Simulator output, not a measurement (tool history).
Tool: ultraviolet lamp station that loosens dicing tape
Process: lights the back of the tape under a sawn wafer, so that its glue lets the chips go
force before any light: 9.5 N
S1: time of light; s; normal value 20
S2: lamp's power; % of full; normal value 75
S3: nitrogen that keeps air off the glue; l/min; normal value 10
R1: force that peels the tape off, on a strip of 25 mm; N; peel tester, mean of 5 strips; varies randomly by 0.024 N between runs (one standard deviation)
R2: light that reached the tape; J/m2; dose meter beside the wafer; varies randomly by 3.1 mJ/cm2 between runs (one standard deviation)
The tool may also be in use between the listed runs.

run    day  S1  S2  S3     R1    R2
  1  0.000  20  75  10  1.395  4330
  2  0.425  20  75  10  1.361  4270
  3  0.883  20  75  10  1.391  4320
  4  1.333  20  75  10  1.434  4300
  5  1.558  20  75  10  1.455  4250
  6  2.012  20  97  10  0.892  5530
  7  2.429  20  97  10  0.944  5470
     2.488  -- window cleaned of glue's vapour
  8  2.658  20  97  10  0.925  5400
  9  2.850  20  75   3  2.552  4160
 10  3.238  20  75   3  2.437  4140
 11  3.521  20  75  10  1.500  4090
 12  3.788  20  75  10  1.494  4130
 13  4.017  20  75  10  1.476  4120

Estimate the outcome of run 14 from the log above:
 14  4.462  20  64   7   ?   ?

Run 14 produced R1 2.164 N, R2 3510 J/m2.
On a tool with no hidden condition, and with the same random variation, this run would have come out at R1 1.720 N, R2 4100 J/m2.
